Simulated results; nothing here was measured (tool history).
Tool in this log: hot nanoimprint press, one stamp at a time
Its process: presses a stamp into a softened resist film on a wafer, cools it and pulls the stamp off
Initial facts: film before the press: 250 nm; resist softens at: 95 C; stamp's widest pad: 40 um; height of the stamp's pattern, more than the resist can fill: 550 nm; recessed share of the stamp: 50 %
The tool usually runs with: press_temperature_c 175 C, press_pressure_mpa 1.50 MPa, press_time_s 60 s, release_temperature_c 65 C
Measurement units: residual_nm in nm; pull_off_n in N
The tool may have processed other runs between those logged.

Run 1, day 0.000: usual settings. Result: residual_nm 108.8 nm, pull_off_n 208 N.
Run 2, day 0.633: usual settings. Result: residual_nm 108.8 nm, pull_off_n 219 N.
Run 3, day 1.154: usual settings. Result: residual_nm 108.7 nm, pull_off_n 211 N.
Run 4, day 1.667: usual settings but press_pressure_mpa 1.76 MPa. Result: residual_nm 101.8 nm, pull_off_n 217 N.
Run 5, day 2.154: usual settings. Result: residual_nm 108.9 nm, pull_off_n 223 N.
Run 6, day 2.629: usual settings. Result: residual_nm 109.0 nm, pull_off_n 224 N.
Run 7, day 3.000: usual settings. Result: residual_nm 109.4 nm, pull_off_n 232 N.
Run 8, day 3.350: usual settings but release_temperature_c 66 C. Result: residual_nm 108.7 nm, pull_off_n 223 N.
Run 9, day 3.725: usual settings but release_temperature_c 66 C. Result: residual_nm 108.6 nm, pull_off_n 223 N.
Run 10, day 4.346: usual settings but release_temperature_c 66 C. Result: residual_nm 109.6 nm, pull_off_n 243 N.
Run 11, day 4.862: usual settings but release_temperature_c 66 C. Result: residual_nm 109.9 nm, pull_off_n 232 N.
Run 12, day 5.496: usual settings but release_temperature_c 66 C. Result: residual_nm 110.1 nm, pull_off_n 232 N.
Run 13, day 5.938: usual settings but release_temperature_c 66 C. Result: residual_nm 110.2 nm, pull_off_n 237 N.
Run 14, day 6.575: usual settings but press_temperature_c 168 C, press_pressure_mpa 1.31 MPa, press_time_s 84 s, release_temperature_c 67 C. Result: residual_nm 123.7 nm, pull_off_n 240 N.
Run 15, day 7.333: usual settings but press_temperature_c 168 C, press_pressure_mpa 1.31 MPa, press_time_s 84 s, release_temperature_c 67 C. Result: residual_nm 124.8 nm, pull_off_n 233 N.
Run 16, day 8.104: usual settings but press_temperature_c 168 C, press_pressure_mpa 1.31 MPa, press_time_s 74 s, release_temperature_c 67 C. Result: residual_nm 130.7 nm, pull_off_n 241 N.
Run 17, day 8.812: usual settings but press_temperature_c 168 C, press_pressure_mpa 1.31 MPa, press_time_s 50 s, release_temperature_c 67 C. Result: residual_nm 148.5 nm, pull_off_n 247 N.
Run 18, day 9.162: usual settings but press_temperature_c 168 C, press_pressure_mpa 2.38 MPa, press_time_s 50 s, release_temperature_c 67 C. Result: residual_nm 120.1 nm, pull_off_n 243 N.
At day 9.508: plate thermocouple calibrated.
Run 19, day 9.796: usual settings but press_temperature_c 182 C, press_pressure_mpa 0.93 MPa, press_time_s 53 s. Result: residual_nm 113.4 nm, pull_off_n 254 N.
Run 20, day 10.346: usual settings but press_temperature_c 182 C, press_pressure_mpa 0.93 MPa, press_time_s 53 s. Result: residual_nm 114.3 nm, pull_off_n 246 N.
Run 21, day 10.938: usual settings but press_pressure_mpa 1.37 MPa. Result: residual_nm 110.6 nm, pull_off_n 251 N.
Run 22, day 11.525: usual settings but press_temperature_c 170 C, press_pressure_mpa 1.37 MPa, press_time_s 34 s, release_temperature_c 54 C. Result: residual_nm 153.8 nm, pull_off_n 272 N.
Run 23, day 11.996: usual settings but press_temperature_c 170 C, press_pressure_mpa 1.37 MPa, press_time_s 34 s, release_temperature_c 54 C. Result: residual_nm 153.4 nm, pull_off_n 280 N.
At day 12.871: stamp cleaned and given a new release coat.
Run 24, day 13.000: usual settings but press_temperature_c 170 C, press_pressure_mpa 1.53 MPa, press_time_s 34 s, release_temperature_c 54 C. Result: residual_nm 148.4 nm, pull_off_n 211 N.
Run 25, day 13.742: usual settings but press_temperature_c 170 C, press_pressure_mpa 1.53 MPa, press_time_s 34 s, release_temperature_c 54 C. Result: residual_nm 148.0 nm, pull_off_n 212 N.
Run 26, day 14.471: usual settings but press_temperature_c 170 C, press_pressure_mpa 1.53 MPa, press_time_s 34 s, release_temperature_c 54 C. Result: residual_nm 148.4 nm, pull_off_n 219 N.

A few steps of residual_nm between consecutive runs. Split each: what settings, incoming material and random variation would produce without the hidden state, and what is left over for the hidden state, along with gauge scatter present in only one of the two compared results (measured, and without hidden state):
The tool's hidden condition here consists of: true temperature over the reading, C; pressure that arrives at the usual setting, %; grip of the stamp's worn release coat, % over a new coat's; drift of the gauge itself on residual_nm, %; drift of the gauge itself on pull_off_n, %.
Run 13 -> 14: press_temperature_c 175 -> 168, press_pressure_mpa 1.50 -> 1.31, press_time_s 60 -> 84, release_temperature_c 66 -> 67. residual_nm +13.5 nm: hidden state +0.9, all else +12.6.
Run 17 -> 18: press_pressure_mpa 1.31 -> 2.38. residual_nm -28.4 nm: hidden state +0.1, all else -28.5.
Run 18 -> 19: press_temperature_c 168 -> 182, press_pressure_mpa 2.38 -> 0.93, press_time_s 50 -> 53, release_temperature_c 67 -> 65, plate thermocouple calibrated. residual_nm -6.7 nm: hidden state -5.5, all else -1.2.
Run 21 -> 22: press_temperature_c 175 -> 170, press_time_s 60 -> 34, release_temperature_c 65 -> 54. residual_nm +43.2 nm: hidden state +0.2, all else +43.0.
